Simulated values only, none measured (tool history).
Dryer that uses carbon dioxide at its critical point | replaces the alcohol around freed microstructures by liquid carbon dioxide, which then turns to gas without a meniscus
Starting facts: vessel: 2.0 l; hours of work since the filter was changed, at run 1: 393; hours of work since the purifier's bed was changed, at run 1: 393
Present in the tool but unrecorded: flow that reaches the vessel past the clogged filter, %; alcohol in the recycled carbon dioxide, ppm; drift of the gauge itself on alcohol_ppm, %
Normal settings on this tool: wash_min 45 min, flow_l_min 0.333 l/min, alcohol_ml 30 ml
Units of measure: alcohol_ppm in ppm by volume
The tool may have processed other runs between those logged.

run   hour  wash_min  flow_l_min  alcohol_ml  hours of work since the filter was changed  hours of work since the purifier's bed was changed  alcohol_ppm
  1    0.0        45       0.333          30                                         393                                                 393          110
  2    8.5        45       0.333          30                                         399                                                 399          120
  3   16.2        45       0.265          30                                         405                                                 405          195
  4   23.5        45       0.265          30                                         410                                                 410          197
  5   30.1        45       0.333         119                                         415                                                 415          217
  6   35.6        45       0.333         119                                         419                                                 419          214
  7   48.3        45       0.333         119                                         429                                                 429          220
  8   54.2        45       0.333         119                                         434                                                 434          223
  9   61.0        45       0.333          30                                         439                                                 439          123
 10   71.7        45       0.545          30                                         447                                                 447           86
 11   82.2        45       0.545          30                                         455                                                 455           93
 12   92.8        45       0.545          30                                         463                                                 463           92
 13  100.5        45       0.545          30                                         469                                                 469           98
 14  106.4        45       0.545          30                                         473                                                 473           92
 15  115.7        45       0.559          30                                         480                                                 480          103
 16  124.3        45       0.559          30                                         487                                                 487           96
 17  131.4        45       0.310          30                                         492                                                 492          160
 18  141.9        45       0.483          30                                         500                                                 500          102
 19  154.7        45       0.483          30                                         510                                                 510           97
 20  163.9        45       0.483          30                                         517                                                 517          110
 21  173.3        45       0.503          36                                         524                                                 524          105
 22  181.7        45       0.299          22                                         530                                                 530          152
     195.3  -- inlet filter changed
 23  196.1        45       0.299          22                                           1                                                 540          135
 24  205.5        32       0.333          29                                           8                                                 547          209
 25  217.4        45       0.333          43                                          17                                                 556          134
 26  223.2        45       0.233          30                                          21                                                 561          233
 27  236.3        45       0.233          30                                          31                                                 571          229
 28  246.7        45       0.233          30                                          39                                                 579          240
 29  253.9        63       0.295          30                                          44                                                 584          116
 30  267.0        46       0.551          30                                          54                                                 594          124
 31  274.6        45       0.333          28                                          60                                                 600          140
 32  286.1        59       0.333          28                                          69                                                 608          121
 33  296.1        59       0.333          28                                          76                                                 616          128
 34  302.5        45       0.385          25                                          81                                                 621          138
 35  310.3        30       0.281          26                                          87                                                 627          418
 36  316.6        30       0.281          26                                          92                                                 631          420
 37  327.8        30       0.515          26                                         100                                                 640          142
 38  335.9        30       0.515          26                                         106                                                 646          141
 39  343.2        44       0.257          21                                         112                                                 652          192

A few steps of alcohol_ppm between consecutive runs. Split each: what settings, incoming material and random variation would produce without the hidden state, and what is left over for the hidden state, along with gauge scatter present in only one of the two compared results (measured, and without hidden state):
Run 2 -> 3: flow_l_min 0.333 -> 0.265. alcohol_ppm +75 ppm by volume: hidden state +37, all else +38.
Run 8 -> 9: alcohol_ml 119 -> 30. alcohol_ppm -100 ppm by volume: hidden state -58, all else -42.
Run 16 -> 17: flow_l_min 0.559 -> 0.310. alcohol_ppm +64 ppm by volume: hidden state +32, all else +32.
Run 28 -> 29: wash_min 45 -> 63, flow_l_min 0.233 -> 0.295. alcohol_ppm -124 ppm by volume: hidden state -8, all else -116.
Run 34 -> 35: wash_min 45 -> 30, flow_l_min 0.385 -> 0.281, alcohol_ml 25 -> 26. alcohol_ppm +280 ppm by volume: hidden state +32, all else +248.
Run 36 -> 37: flow_l_min 0.281 -> 0.515. alcohol_ppm -278 ppm by volume: hidden state -26, all else -252.

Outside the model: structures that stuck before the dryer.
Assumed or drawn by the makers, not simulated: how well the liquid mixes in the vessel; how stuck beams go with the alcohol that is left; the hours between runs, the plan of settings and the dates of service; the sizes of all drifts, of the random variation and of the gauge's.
